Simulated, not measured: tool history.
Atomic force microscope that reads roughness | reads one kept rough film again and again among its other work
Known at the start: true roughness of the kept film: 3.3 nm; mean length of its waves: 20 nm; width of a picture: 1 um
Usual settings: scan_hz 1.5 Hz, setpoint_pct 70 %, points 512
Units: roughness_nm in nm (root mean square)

Run 1, hour 0: usual settings. Result: roughness_nm 2.406 nm (root mean square).
Run 2, hour 23.9: usual settings. Result: roughness_nm 2.185 nm (root mean square).
Run 3, hour 56.2: usual settings. Result: roughness_nm 1.908 nm (root mean square).
Run 4, hour 79.5: usual settings. Result: roughness_nm 1.778 nm (root mean square).
Run 5, hour 93.9: usual settings. Result: roughness_nm 1.693 nm (root mean square).
Run 6, hour 126.5: usual settings. Result: roughness_nm 1.531 nm (root mean square).
Run 7, hour 152.9: usual settings but points 441. Result: roughness_nm 1.414 nm (root mean square).
Run 8, hour 183.6: usual settings but points 441. Result: roughness_nm 2.171 nm (root mean square).
Run 9, hour 199.7: usual settings but points 441. Result: roughness_nm 2.045 nm (root mean square).
Run 10, hour 219.3: usual settings but points 399. Result: roughness_nm 1.903 nm (root mean square).
Run 11, hour 248.9: usual settings but setpoint_pct 72 %. Result: roughness_nm 1.709 nm (root mean square).
Run 12, hour 264.7: usual settings but setpoint_pct 72 %. Result: roughness_nm 1.629 nm (root mean square).
Run 13, hour 295.6: usual settings. Result: roughness_nm 1.504 nm (root mean square).
Run 14, hour 330: usual settings. Result: roughness_nm 2.261 nm (root mean square).
Run 15, hour 361.5: usual settings. Result: roughness_nm 2.004 nm (root mean square).
Run 16, hour 377.6: usual settings. Result: roughness_nm 1.905 nm (root mean square).
Run 17, hour 401.2: usual settings but setpoint_pct 61 %. Result: roughness_nm 1.805 nm (root mean square).
Run 18, hour 428: usual settings. Result: roughness_nm 1.604 nm (root mean square).
Run 19, hour 447.2: usual settings but setpoint_pct 78 %. Result: roughness_nm 1.462 nm (root mean square).
Run 20, hour 467.8: usual settings but setpoint_pct 78 %. Result: roughness_nm 2.291 nm (root mean square).
Run 21, hour 489.8: usual settings but setpoint_pct 78 %. Result: roughness_nm 2.121 nm (root mean square).
Run 22, hour 520.5: usual settings but setpoint_pct 78 %. Result: roughness_nm 1.872 nm (root mean square).
Run 23, hour 553.7: usual settings but scan_hz 1.77 Hz. Result: roughness_nm 1.728 nm (root mean square).
Run 24, hour 573.7: usual settings but scan_hz 1.77 Hz. Result: roughness_nm 1.627 nm (root mean square).
Run 25, hour 601.1: usual settings but scan_hz 1.77 Hz. Result: roughness_nm 1.483 nm (root mean square).
Run 26, hour 634.9: usual settings. Result: roughness_nm 2.327 nm (root mean square).
Run 27, hour 657.5: usual settings. Result: roughness_nm 2.114 nm (root mean square).
Run 28, hour 677.7: usual settings. Result: roughness_nm 1.963 nm (root mean square).
Run 29, hour 693.4: usual settings but scan_hz 1.21 Hz. Result: roughness_nm 1.885 nm (root mean square).
Run 30, hour 726.9: usual settings but scan_hz 1.21 Hz. Result: roughness_nm 1.698 nm (root mean square).
Run 31, hour 742.3: usual settings but scan_hz 1.21 Hz. Result: roughness_nm 1.637 nm (root mean square).
Run 32, hour 774.6: usual settings but scan_hz 1.36 Hz, setpoint_pct 66 %, points 621. Result: roughness_nm 1.506 nm (root mean square).
Run 33, hour 799.3: usual settings but scan_hz 0.8 Hz, setpoint_pct 77 %, points 547. Result: roughness_nm 2.262 nm (root mean square).
Run 34, hour 827.3: usual settings but scan_hz 0.72 Hz. Result: roughness_nm 2.07 nm (root mean square).
Run 35, hour 842.9: usual settings but scan_hz 0.72 Hz, setpoint_pct 65 %, points 422. Result: roughness_nm 1.972 nm (root mean square).
Run 36, hour 870: usual settings but scan_hz 1.23 Hz, setpoint_pct 55 %, points 316. Result: roughness_nm 1.797 nm (root mean square).
Run 37, hour 888.8: usual settings but scan_hz 2.15 Hz, setpoint_pct 90 %, points 781. Result: roughness_nm 1.333 nm (root mean square).
Run 38, hour 920.5: usual settings but setpoint_pct 77 %. Result: roughness_nm 1.443 nm (root mean square).
Run 39, hour 939.8: usual settings but setpoint_pct 85 %. Result: roughness_nm 2.212 nm (root mean square).
Run 40, hour 961.9: usual settings but scan_hz 3.17 Hz, setpoint_pct 83 %, points 290. Result: roughness_nm 1.726 nm (root mean square).
Run 41, hour 990.7: usual settings but scan_hz 3.17 Hz, setpoint_pct 83 %, points 290. Result: roughness_nm 1.546 nm (root mean square).
Run 42, hour 1015.1: usual settings but scan_hz 3.17 Hz, setpoint_pct 83 %, points 290. Result: roughness_nm 1.416 nm (root mean square).
Run 43, hour 1035.5: usual settings but scan_hz 3.17 Hz, setpoint_pct 65 %, points 776. Result: roughness_nm 1.639 nm (root mean square).
Run 44, hour 1064.2: usual settings but scan_hz 1.27 Hz, setpoint_pct 90 %, points 832. Result: roughness_nm 1.431 nm (root mean square).
Run 45, hour 1084.8: usual settings but points 658. Result: roughness_nm 1.471 nm (root mean square).
Run 46, hour 1107.5: usual settings but scan_hz 1.62 Hz, setpoint_pct 56 %. Result: roughness_nm 2.361 nm (root mean square).
Run 47, hour 1137.1: usual settings but setpoint_pct 56 %, points 306. Result: roughness_nm 2.096 nm (root mean square).
Run 48, hour 1157.6: usual settings but setpoint_pct 56 %, points 306. Result: roughness_nm 1.937 nm (root mean square).
Run 49, hour 1172.1: usual settings but setpoint_pct 71 %, points 328. Result: roughness_nm 1.758 nm (root mean square).
Run 50, hour 1191.4: usual settings but setpoint_pct 71 %, points 328. Result: roughness_nm 1.651 nm (root mean square).
Run 51, hour 1208.9: usual settings but setpoint_pct 72 %, points 397. Result: roughness_nm 1.576 nm (root mean square).
Run 52, hour 1233.7: usual settings but setpoint_pct 61 %. Result: roughness_nm 1.542 nm (root mean square).
Run 53, hour 1260: usual settings but scan_hz 2.43 Hz, setpoint_pct 55 %, points 863. Result: roughness_nm 2.437 nm (root mean square).

Not shown: 10 entries that the log had between the listed runs. Between which runs, and how does the tool's hidden state differ before and after?
Between runs 7 and 8: new tip fitted (hour 155.3)
  radius of the tip, nm: 34 -> 11.8; height scale over the true one, %: -0.26 -> -0.27
  measured less the result without the state, roughness_nm: -1.016 -> -0.284 nm (root mean square)
Between runs 13 and 14: new tip fitted (hour 311.6)
  radius of the tip, nm: 30.6 -> 10.1
  measured less the result without the state, roughness_nm: -0.951 -> -0.194 nm (root mean square)
Between runs 19 and 20: new tip fitted (hour 467.2)
  radius of the tip, nm: 30 -> 7.8; height scale over the true one, %: -0.33 -> -0.34
  measured less the result without the state, roughness_nm: -0.9 -> -0.054 nm (root mean square)
Between runs 25 and 26: new tip fitted (hour 623.7)
  radius of the tip, nm: 30.3 -> 8.9; height scale over the true one, %: -0.37 -> -0.38
  measured less the result without the state, roughness_nm: -0.929 -> -0.128 nm (root mean square)
Between runs 26 and 27: height scale calibrated on a step standard (hour 637.8)
  radius of the tip, nm: 8.9 -> 12.7; height scale over the true one, %: -0.38 -> -0.62
  measured less the result without the state, roughness_nm: -0.128 -> -0.335 nm (root mean square)
Between runs 32 and 33: new tip fitted (hour 780.1); height scale calibrated on a step standard, once more (hour 786.8)
  radius of the tip, nm: 31.9 -> 11.1; height scale over the true one, %: -0.65 -> 0.06
  measured less the result without the state, roughness_nm: -1.013 -> -0.244 nm (root mean square)
Between runs 38 and 39: new tip fitted (hour 937.3)
  radius of the tip, nm: 31.4 -> 7.6; height scale over the true one, %: 0.03 -> 0.02
  measured less the result without the state, roughness_nm: -0.933 -> -0.037 nm (root mean square)
Between runs 45 and 46: new tip fitted (hour 1092.5)
  radius of the tip, nm: 32.4 -> 9.9; height scale over the true one, %: -0.01 -> -0.02
  measured less the result without the state, roughness_nm: -0.991 -> -0.182 nm (root mean square)
Between runs 52 and 53: new tip fitted (hour 1249.6)
  radius of the tip, nm: 31.6 -> 8.5; height scale over the true one, %: -0.05 -> -0.06
  measured less the result without the state, roughness_nm: -1.007 -> -0.097 nm (root mean square)
